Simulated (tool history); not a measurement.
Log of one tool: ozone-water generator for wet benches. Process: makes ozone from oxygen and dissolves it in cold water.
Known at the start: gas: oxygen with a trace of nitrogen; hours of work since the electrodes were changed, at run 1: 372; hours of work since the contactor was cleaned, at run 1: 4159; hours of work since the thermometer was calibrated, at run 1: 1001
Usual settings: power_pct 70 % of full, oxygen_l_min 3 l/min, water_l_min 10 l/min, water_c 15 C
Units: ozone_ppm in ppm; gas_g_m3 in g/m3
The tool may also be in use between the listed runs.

run    hour  power_pct  oxygen_l_min  water_l_min  water_c  hours of work since the electrodes were changed  hours of work since the contactor was cleaned  hours of work since the thermometer was calibrated  ozone_ppm  gas_g_m3
  1       0         70             3           10       15                                              372                                           4159                                                1001       22.2     224.6
  2    81.8         70             3           10       15                                              438                                           4224                                                1066       22.2     223.8
  3     130         70             3           10       15                                              476                                           4262                                                1105       21.8     222.9
  4   231.3         70             3           10       15                                              557                                           4343                                                1185         22     222.3
  5   321.1         70             3           10       15                                              629                                           4415                                                1257       22.2     223.5
  6   414.4         70             3           10       15                                              703                                           4489                                                1331       21.9     223.7
  7   474.4         70          4.87           10       15                                              751                                           4537                                                1379       23.3     191.4
  8   530.3         70          4.87           10       15                                              796                                           4582                                                1424       23.4     189.5
  9   584.5         70             3           10       15                                              839                                           4625                                                1467       21.8     223.1
 10   659.3         70             3           10       15                                              898                                           4685                                                1527       22.1     223.2
 11   714.2         70             3           10       15                                              942                                           4728                                                1571       22.1     223.1
 12   769.4         70             3           10       15                                              986                                           4772                                                1615       21.9     225.1
 13   829.1         93             3           10       15                                             1034                                           4820                                                1662       25.5     258.5
 14   939.9         70          2.14           10       15                                             1122                                           4908                                                1751       20.2     252.1
 15   993.5         70             3           10       15                                             1165                                           4951                                                1793       21.8     224.5
 16  1072.2         50          2.17           11       23                                             1228                                           5014                                                1856       14.4     212.2
 17  1147.6         47             3           10       10                                             1288                                           5074                                                1916       19.2     183.3
 18  1259.1         47             3           10       10                                             1377                                           5163                                                2005       19.2       182
 19  1353.4         47             3           10       10                                             1452                                           5238                                                2080       18.9     185.1
 20    1439         70             3            8       15                                             1520                                           5307                                                2149       26.8     225.7
 21  1540.2         44           5.1           12        8                                             1601                                           5387                                                2229       18.3     148.3
 22  1638.8         44           5.1           12        8                                             1680                                           5466                                                2308       18.2     150.9
 23  1711.3         44           5.1           12        8                                             1738                                           5524                                                2366       18.1     150.4
 24  1809.8         44           5.1           12        8                                             1816                                           5602                                                2445         18     149.5
 25  1873.1         44           5.1           12        8                                             1867                                           5653                                                2495       18.1     147.6
 26  1943.6         44          3.23           12       12                                             1923                                           5709                                                2551       15.7     174.9
 27  2036.8         51          5.37           14       10                                             1997                                           5784                                                2626       16.6       157
 28  2105.7         58          4.52            8       16                                             2052                                           5838                                                2681       24.3     178.8
 29  2204.1         58          4.52            8       16                                             2131                                           5917                                                2759       24.5     181.4

The same runs without the tool's hidden state, with the same run-to-run variation:
The hidden state here: yield of the discharge, % of new electrodes'; contactor's efficiency, % of a clean one's; true water temperature over the reading, C; drift of the gauge itself on ozone_ppm, %; drift of the gauge itself on gas_g_m3, %.
run  gas_g_m3
  1     224.6
  2     223.7
  3     222.7
  4     221.8
  5     222.7
  6     222.8
  7     190.5
  8     188.5
  9     221.7
 10     221.7
 11     221.5
 12     223.3
 13     256.4
 14     249.7
 15     222.3
 16     209.9
 17     181.1
 18     179.6
 19     182.6
 20     222.4
 21       146
 22     148.4
 23     147.7
 24     146.7
 25     144.7
 26     171.5
 27     153.8
 28       175
 29     177.4
ozone_ppm: within 0.1 ppm of the measured result in every run.

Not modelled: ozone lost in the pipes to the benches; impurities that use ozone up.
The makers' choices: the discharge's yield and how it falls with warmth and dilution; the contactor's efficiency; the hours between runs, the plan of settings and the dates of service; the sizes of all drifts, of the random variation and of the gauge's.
